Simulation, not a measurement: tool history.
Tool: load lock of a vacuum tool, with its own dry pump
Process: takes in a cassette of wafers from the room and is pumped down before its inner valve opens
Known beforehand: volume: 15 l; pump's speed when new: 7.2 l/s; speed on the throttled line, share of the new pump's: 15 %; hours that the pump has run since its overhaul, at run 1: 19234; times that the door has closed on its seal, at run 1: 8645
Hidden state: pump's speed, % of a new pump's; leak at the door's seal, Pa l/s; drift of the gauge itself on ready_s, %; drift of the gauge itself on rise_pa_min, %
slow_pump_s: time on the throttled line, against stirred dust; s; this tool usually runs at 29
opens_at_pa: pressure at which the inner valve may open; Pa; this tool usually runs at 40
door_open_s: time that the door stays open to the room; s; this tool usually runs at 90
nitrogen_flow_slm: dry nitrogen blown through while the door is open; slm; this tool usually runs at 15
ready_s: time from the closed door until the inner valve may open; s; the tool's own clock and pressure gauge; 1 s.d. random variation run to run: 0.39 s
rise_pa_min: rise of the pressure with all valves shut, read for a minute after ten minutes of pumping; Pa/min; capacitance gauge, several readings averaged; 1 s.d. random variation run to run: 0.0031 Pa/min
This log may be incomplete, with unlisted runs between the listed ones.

run	hour	slow_pump_s	opens_at_pa	door_open_s	nitrogen_flow_slm	hours that the pump has run since its overhaul	times that the door has closed on its seal	incoming humidity of the room's air, %	ready_s	rise_pa_min
1	0.0	29	40	90	15	19234	8645	44.1	40.1	0.066
2	426.4	22	40	90	15	19660	9778	47.5	35.6	0.072
3	645.4	20	40	90	15	19879	10360	43.6	32.9	0.064
4	1053.2	20	40	90	15	20287	11443	40.2	33.7	0.065
5	1325.6	20	40	90	15	20559	12167	45.5	33.1	0.062
6	1558.2	20	40	90	15	20792	12785	44.5	33.1	0.069
7	1840.7	29	40	90	15	21075	13536	46.3	41.3	0.064
8	2200.0	29	40	90	15	21434	14490	41.2	40.8	0.059
9	2686.1	31	46	26	9	21920	15782	46.4	42.2	0.054
10	3022.8	46	45	90	15	22257	16676	43.3	55.2	0.064
11	3305.5	36	61	212	31	22539	17427	45.9	46.7	0.069
12	3675.6	38	53	184	7	22909	18411	43.4	47.5	0.116
13	4062.6	38	53	184	7	23296	19439	47.9	48.0	0.133
14	4336.9	29	28	69	15	23571	20168	44.8	41.9	0.061
15	4616.9	16	40	31	6	23851	20912	41.6	30.3	0.050

Each row is a separate what-if for the run after 15, all from the same tool condition, not one after another. Results?
A	5053.0	29	40	28	15	24287	22070	45.9	?	?
B	5053.0	16	51	31	6	24287	22070	48.6	?	?
C	5053.0	29	29	90	15	24287	22070	49.2	?	?

run	ready_s	rise_pa_min
A	40.3	0.043
B	29.0	0.066
C	41.4	0.066
Take away the tool's hidden state, keep each run's random variation, and the runs would have read:
run	ready_s	rise_pa_min
A	40.3	0.042
B	29.0	0.066
C	41.4	0.066
